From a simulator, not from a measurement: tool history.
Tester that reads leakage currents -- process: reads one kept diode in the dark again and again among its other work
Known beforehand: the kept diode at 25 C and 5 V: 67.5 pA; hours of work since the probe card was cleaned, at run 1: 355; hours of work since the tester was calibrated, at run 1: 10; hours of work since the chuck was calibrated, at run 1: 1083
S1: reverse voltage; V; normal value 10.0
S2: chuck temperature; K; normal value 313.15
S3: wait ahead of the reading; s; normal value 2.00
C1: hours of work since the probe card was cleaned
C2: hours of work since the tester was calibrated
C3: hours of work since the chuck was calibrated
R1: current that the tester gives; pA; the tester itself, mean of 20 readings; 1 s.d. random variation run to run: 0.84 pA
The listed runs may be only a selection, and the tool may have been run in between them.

{"run": 1, "hour": 0.0, "S1": 10.0, "S2": 313.15, "S3": 2.0, "C1": 355, "C2": 10, "C3": 1083, "R1": 288.11}
{"run": 2, "hour": 17.9, "S1": 10.0, "S2": 313.15, "S3": 2.0, "C1": 368, "C2": 23, "C3": 1096, "R1": 288.28}
{"run": 3, "hour": 37.3, "S1": 10.0, "S2": 313.15, "S3": 2.0, "C1": 383, "C2": 38, "C3": 1110, "R1": 289.17}
{"run": 4, "hour": 57.3, "S1": 6.6, "S2": 313.15, "S3": 2.0, "C1": 398, "C2": 53, "C3": 1125, "R1": 246.34}
{"run": 5, "hour": 84.1, "S1": 10.0, "S2": 313.15, "S3": 1.71, "C1": 418, "C2": 73, "C3": 1146, "R1": 289.75}
{"run": 6, "hour": 119.8, "S1": 10.0, "S2": 313.15, "S3": 1.71, "C1": 444, "C2": 100, "C3": 1172, "R1": 288.56}
{"run": 7, "hour": 146.8, "S1": 10.0, "S2": 313.15, "S3": 1.71, "C1": 465, "C2": 120, "C3": 1192, "R1": 290.07}
{"run": 8, "hour": 168.5, "S1": 10.0, "S2": 313.15, "S3": 1.71, "C1": 481, "C2": 136, "C3": 1209, "R1": 290.28}
{"run": 9, "hour": 203.6, "S1": 10.0, "S2": 317.15, "S3": 2.0, "C1": 507, "C2": 162, "C3": 1235, "R1": 386.35}
{"run": 10, "hour": 223.4, "S1": 10.0, "S2": 317.15, "S3": 2.0, "C1": 522, "C2": 177, "C3": 1250, "R1": 384.84}
{"run": 11, "hour": 250.2, "S1": 10.0, "S2": 317.15, "S3": 2.0, "C1": 542, "C2": 197, "C3": 1270, "R1": 386.17}
{"run": 12, "hour": 280.0, "S1": 10.0, "S2": 317.15, "S3": 2.0, "C1": 564, "C2": 220, "C3": 1292, "R1": 382.83}
{"run": 13, "hour": 306.7, "S1": 13.5, "S2": 317.15, "S3": 2.0, "C1": 584, "C2": 240, "C3": 1312, "R1": 433.51}
{"run": 14, "hour": 332.3, "S1": 13.5, "S2": 317.15, "S3": 1.65, "C1": 604, "C2": 259, "C3": 1332, "R1": 437.63}
{"run": 15, "hour": 360.0, "S1": 13.5, "S2": 303.15, "S3": 1.65, "C1": 624, "C2": 280, "C3": 1352, "R1": 158.17}
{"run": 16, "hour": 385.4, "S1": 10.0, "S2": 313.15, "S3": 2.0, "C1": 643, "C2": 299, "C3": 1371, "R1": 293.89}
{"run": 17, "hour": 406.0, "S1": 10.0, "S2": 313.15, "S3": 2.0, "C1": 659, "C2": 314, "C3": 1387, "R1": 291.46}
{"run": 18, "hour": 426.7, "S1": 3.1, "S2": 296.15, "S3": 1.11, "C1": 674, "C2": 330, "C3": 1402, "R1": 51.96}
{"run": 19, "hour": 444.9, "S1": 3.1, "S2": 296.15, "S3": 1.11, "C1": 688, "C2": 343, "C3": 1416, "R1": 51.99}
{"run": 20, "hour": 476.4, "S1": 17.5, "S2": 323.15, "S3": 1.11, "C1": 712, "C2": 367, "C3": 1439, "R1": 727.49}
{"run": 21, "hour": 495.7, "S1": 4.1, "S2": 323.15, "S3": 0.4, "C1": 726, "C2": 381, "C3": 1454, "R1": 419.69}
{"run": 22, "hour": 518.6, "S1": 5.7, "S2": 333.15, "S3": 0.68, "C1": 743, "C2": 399, "C3": 1471, "R1": 921.91}
{"run": 23, "hour": 542.8, "S1": 5.5, "S2": 333.15, "S3": 4.37, "C1": 761, "C2": 417, "C3": 1489, "R1": 907.13}
{"hour": 547.5, "done": "probe card cleaned and baked"}
{"run": 24, "hour": 576.8, "S1": 5.5, "S2": 333.15, "S3": 4.37, "C1": 22, "C2": 440, "C3": 1512, "R1": 912.39}
{"run": 25, "hour": 593.4, "S1": 15.6, "S2": 313.15, "S3": 3.89, "C1": 34, "C2": 452, "C3": 1525, "R1": 351.65}
{"run": 26, "hour": 608.8, "S1": 15.6, "S2": 313.15, "S3": 3.89, "C1": 46, "C2": 464, "C3": 1536, "R1": 354.19}
{"run": 27, "hour": 633.6, "S1": 10.0, "S2": 305.15, "S3": 2.99, "C1": 64, "C2": 482, "C3": 1555, "R1": 166.27}
{"run": 28, "hour": 659.9, "S1": 10.0, "S2": 305.15, "S3": 2.99, "C1": 84, "C2": 502, "C3": 1575, "R1": 166.45}
{"run": 29, "hour": 695.5, "S1": 10.0, "S2": 305.15, "S3": 2.99, "C1": 111, "C2": 529, "C3": 1601, "R1": 167.73}
{"run": 30, "hour": 719.5, "S1": 10.0, "S2": 305.15, "S3": 2.99, "C1": 129, "C2": 547, "C3": 1619, "R1": 167.23}
{"hour": 737.6, "done": "probe card cleaned and baked, once more"}
{"run": 31, "hour": 741.9, "S1": 1.4, "S2": 294.15, "S3": 3.08, "C1": 3, "C2": 561, "C3": 1634, "R1": 31.62}
{"run": 32, "hour": 767.4, "S1": 1.4, "S2": 294.15, "S3": 3.08, "C1": 22, "C2": 580, "C3": 1653, "R1": 31.53}
{"run": 33, "hour": 794.3, "S1": 3.7, "S2": 304.15, "S3": 3.62, "C1": 42, "C2": 601, "C3": 1673, "R1": 101.36}
{"run": 34, "hour": 814.3, "S1": 3.7, "S2": 304.15, "S3": 3.62, "C1": 58, "C2": 616, "C3": 1688, "R1": 101.06}

Each row is a separate what-if for the run after 34, all from the same tool condition, not one after another. Results?
{"run": "A", "hour": 841.4, "S1": 3.7, "S2": 299.15, "S3": 5.23, "C1": 78, "C2": 636, "C3": 1708, "R1": "?"}
{"run": "B", "hour": 841.4, "S1": 8.0, "S2": 304.15, "S3": 4.34, "C1": 78, "C2": 636, "C3": 1708, "R1": "?"}
{"run": "C", "hour": 841.4, "S1": 3.3, "S2": 313.15, "S3": 2.0, "C1": 78, "C2": 636, "C3": 1708, "R1": "?"}
{"run": "D", "hour": 841.4, "S1": 6.4, "S2": 325.15, "S3": 3.44, "C1": 78, "C2": 636, "C3": 1708, "R1": "?"}

run=A R1=68.40
run=B R1=134.78
run=C R1=190.82
run=D R1=564.67
The same runs, with their run-to-run variation unchanged, on a tool lacking any hidden condition would have given:
run=A R1=65.63
run=B R1=129.46
run=C R1=184.24
run=D R1=546.98
